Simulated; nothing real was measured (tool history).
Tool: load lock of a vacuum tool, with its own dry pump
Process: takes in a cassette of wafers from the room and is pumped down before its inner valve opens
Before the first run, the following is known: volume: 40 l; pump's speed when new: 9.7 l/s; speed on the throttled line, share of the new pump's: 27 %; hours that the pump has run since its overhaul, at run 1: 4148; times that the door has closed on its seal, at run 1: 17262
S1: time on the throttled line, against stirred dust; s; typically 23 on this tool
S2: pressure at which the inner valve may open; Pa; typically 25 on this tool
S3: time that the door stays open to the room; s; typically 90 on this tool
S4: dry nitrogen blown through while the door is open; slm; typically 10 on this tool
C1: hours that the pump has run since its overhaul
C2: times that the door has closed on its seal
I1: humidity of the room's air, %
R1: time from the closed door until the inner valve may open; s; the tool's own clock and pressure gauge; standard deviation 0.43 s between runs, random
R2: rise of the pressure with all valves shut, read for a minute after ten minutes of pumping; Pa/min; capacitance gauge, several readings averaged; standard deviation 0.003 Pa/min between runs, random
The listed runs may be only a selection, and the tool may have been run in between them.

{"run": 1, "hour": 0.0, "S1": 23, "S2": 25, "S3": 90, "S4": 10, "C1": 4148, "C2": 17262, "I1": 44.3, "R1": 53.2, "R2": 0.455}
{"run": 2, "hour": 89.9, "S1": 23, "S2": 25, "S3": 90, "S4": 10, "C1": 4238, "C2": 17388, "I1": 47.4, "R1": 52.2, "R2": 0.455}
{"run": 3, "hour": 205.4, "S1": 23, "S2": 25, "S3": 90, "S4": 10, "C1": 4353, "C2": 17549, "I1": 44.7, "R1": 53.1, "R2": 0.462}
{"run": 4, "hour": 322.5, "S1": 23, "S2": 34, "S3": 90, "S4": 10, "C1": 4471, "C2": 17712, "I1": 43.2, "R1": 51.5, "R2": 0.476}
{"run": 5, "hour": 478.8, "S1": 23, "S2": 34, "S3": 90, "S4": 10, "C1": 4627, "C2": 17931, "I1": 46.9, "R1": 51.4, "R2": 0.475}
{"run": 6, "hour": 553.2, "S1": 23, "S2": 34, "S3": 90, "S4": 10, "C1": 4701, "C2": 18034, "I1": 45.2, "R1": 51.5, "R2": 0.485}
{"run": 7, "hour": 649.5, "S1": 23, "S2": 34, "S3": 90, "S4": 10, "C1": 4797, "C2": 18169, "I1": 50, "R1": 51.3, "R2": 0.5}
{"run": 8, "hour": 807.4, "S1": 23, "S2": 34, "S3": 90, "S4": 10, "C1": 4955, "C2": 18389, "I1": 45.9, "R1": 52.4, "R2": 0.501}
{"run": 9, "hour": 915.3, "S1": 23, "S2": 34, "S3": 51, "S4": 10, "C1": 5063, "C2": 18540, "I1": 43.8, "R1": 52, "R2": 0.49}
{"run": 10, "hour": 1022.3, "S1": 15, "S2": 34, "S3": 51, "S4": 10, "C1": 5170, "C2": 18689, "I1": 47.5, "R1": 45.4, "R2": 0.493}
{"run": 11, "hour": 1086.0, "S1": 23, "S2": 25, "S3": 90, "S4": 10, "C1": 5234, "C2": 18778, "I1": 43.6, "R1": 53, "R2": 0.513}
{"run": 12, "hour": 1150.8, "S1": 23, "S2": 25, "S3": 90, "S4": 10, "C1": 5299, "C2": 18868, "I1": 43.5, "R1": 52, "R2": 0.528}
{"run": 13, "hour": 1277.7, "S1": 23, "S2": 25, "S3": 90, "S4": 10, "C1": 5426, "C2": 19045, "I1": 48, "R1": 52.8, "R2": 0.529}
{"run": 14, "hour": 1385.0, "S1": 23, "S2": 25, "S3": 90, "S4": 10, "C1": 5533, "C2": 19195, "I1": 42.5, "R1": 53.2, "R2": 0.536}
{"run": 15, "hour": 1476.7, "S1": 23, "S2": 25, "S3": 90, "S4": 29, "C1": 5625, "C2": 19323, "I1": 43.2, "R1": 53.3, "R2": 0.518}
{"run": 16, "hour": 1556.9, "S1": 23, "S2": 25, "S3": 90, "S4": 29, "C1": 5705, "C2": 19435, "I1": 48.6, "R1": 53.4, "R2": 0.528}
{"run": 17, "hour": 1637.6, "S1": 23, "S2": 25, "S3": 90, "S4": 29, "C1": 5786, "C2": 19547, "I1": 43.8, "R1": 53.8, "R2": 0.534}
{"run": 18, "hour": 1792.5, "S1": 23, "S2": 25, "S3": 90, "S4": 10, "C1": 5940, "C2": 19763, "I1": 45.6, "R1": 53.5, "R2": 0.558}
{"run": 19, "hour": 1912.7, "S1": 24, "S2": 18, "S3": 90, "S4": 35, "C1": 6061, "C2": 19931, "I1": 43.6, "R1": 55.2, "R2": 0.539}
{"run": 20, "hour": 2024.8, "S1": 24, "S2": 18, "S3": 90, "S4": 35, "C1": 6173, "C2": 20088, "I1": 48.4, "R1": 54.4, "R2": 0.556}
{"run": 21, "hour": 2098.9, "S1": 26, "S2": 25, "S3": 90, "S4": 10, "C1": 6247, "C2": 20191, "I1": 47, "R1": 55.2, "R2": 0.575}
{"run": 22, "hour": 2202.5, "S1": 40, "S2": 25, "S3": 104, "S4": 10, "C1": 6351, "C2": 20336, "I1": 43.9, "R1": 64.9, "R2": 0.584}
{"run": 23, "hour": 2336.5, "S1": 18, "S2": 44, "S3": 104, "S4": 10, "C1": 6485, "C2": 20523, "I1": 42.7, "R1": 47.5, "R2": 0.594}
{"run": 24, "hour": 2413.8, "S1": 28, "S2": 20, "S3": 90, "S4": 31, "C1": 6562, "C2": 20630, "I1": 44.7, "R1": 58.3, "R2": 0.588}
{"run": 25, "hour": 2568.4, "S1": 28, "S2": 20, "S3": 90, "S4": 31, "C1": 6716, "C2": 20846, "I1": 42, "R1": 57.9, "R2": 0.596}
{"run": 26, "hour": 2645.9, "S1": 32, "S2": 25, "S3": 90, "S4": 10, "C1": 6794, "C2": 20954, "I1": 46.4, "R1": 59.6, "R2": 0.618}
{"run": 27, "hour": 2713.1, "S1": 14, "S2": 25, "S3": 90, "S4": 25, "C1": 6861, "C2": 21048, "I1": 45.9, "R1": 46.8, "R2": 0.609}
{"run": 28, "hour": 2784.5, "S1": 23, "S2": 37, "S3": 137, "S4": 21, "C1": 6933, "C2": 21148, "I1": 47.9, "R1": 51.6, "R2": 0.631}
{"run": 29, "hour": 2926.4, "S1": 23, "S2": 37, "S3": 137, "S4": 21, "C1": 7074, "C2": 21346, "I1": 46.1, "R1": 51.3, "R2": 0.634}
{"run": 30, "hour": 3055.6, "S1": 18, "S2": 29, "S3": 148, "S4": 10, "C1": 7204, "C2": 21526, "I1": 44.1, "R1": 49, "R2": 0.656}
{"run": 31, "hour": 3171.6, "S1": 20, "S2": 21, "S3": 64, "S4": 7, "C1": 7320, "C2": 21688, "I1": 49.3, "R1": 51.9, "R2": 0.637}
{"run": 32, "hour": 3319.7, "S1": 23, "S2": 43, "S3": 90, "S4": 22, "C1": 7468, "C2": 21894, "I1": 48.3, "R1": 51.4, "R2": 0.655}
{"run": 33, "hour": 3387.2, "S1": 35, "S2": 43, "S3": 90, "S4": 4, "C1": 7535, "C2": 21989, "I1": 41.2, "R1": 59.1, "R2": 0.662}
{"run": 34, "hour": 3503.4, "S1": 35, "S2": 43, "S3": 90, "S4": 4, "C1": 7651, "C2": 22151, "I1": 45.5, "R1": 59.2, "R2": 0.68}
{"run": 35, "hour": 3580.4, "S1": 35, "S2": 43, "S3": 208, "S4": 4, "C1": 7728, "C2": 22258, "I1": 45.1, "R1": 59.2, "R2": 0.734}
{"run": 36, "hour": 3686.1, "S1": 19, "S2": 25, "S3": 168, "S4": 10, "C1": 7834, "C2": 22406, "I1": 42.8, "R1": 50.8, "R2": 0.705}

Difference, measured minus no-hidden-state, one row per run. Run-to-run variation is common to both terms; the gauge's own scatter need not be:
Unlogged tool condition in this case: pump's speed, % of a new pump's; leak at the door's seal, Pa l/s; drift of the gauge itself on ready_s, %; drift of the gauge itself on rise_pa_min, %.
run=1 R1=+1.5 R2=+0.406
run=2 R1=+1.5 R2=+0.404
run=3 R1=+1.6 R2=+0.415
run=4 R1=+1.6 R2=+0.426
run=5 R1=+1.7 R2=+0.423
run=6 R1=+1.7 R2=+0.437
run=7 R1=+1.7 R2=+0.44
run=8 R1=+1.8 R2=+0.449
run=9 R1=+1.7 R2=+0.451
run=10 R1=+1.8 R2=+0.452
run=11 R1=+1.8 R2=+0.459
run=12 R1=+1.8 R2=+0.478
run=13 R1=+1.9 R2=+0.476
run=14 R1=+1.9 R2=+0.488
run=15 R1=+1.9 R2=+0.485
run=16 R1=+1.9 R2=+0.489
run=17 R1=+2 R2=+0.499
run=18 R1=+2 R2=+0.501
run=19 R1=+2.2 R2=+0.513
run=20 R1=+2.2 R2=+0.525
run=21 R1=+2 R2=+0.521
run=22 R1=+1.8 R2=+0.527
run=23 R1=+2.1 R2=+0.544
run=24 R1=+2.2 R2=+0.55
run=25 R1=+2.2 R2=+0.563
run=26 R1=+2.1 R2=+0.563
run=27 R1=+2.4 R2=+0.573
run=28 R1=+2.2 R2=+0.574
run=29 R1=+2.1 R2=+0.58
run=30 R1=+2.4 R2=+0.591
run=31 R1=+2.5 R2=+0.592
run=32 R1=+2.2 R2=+0.616
run=33 R1=+2 R2=+0.605
run=34 R1=+2 R2=+0.618
run=35 R1=+2 R2=+0.629
run=36 R1=+2.6 R2=+0.631
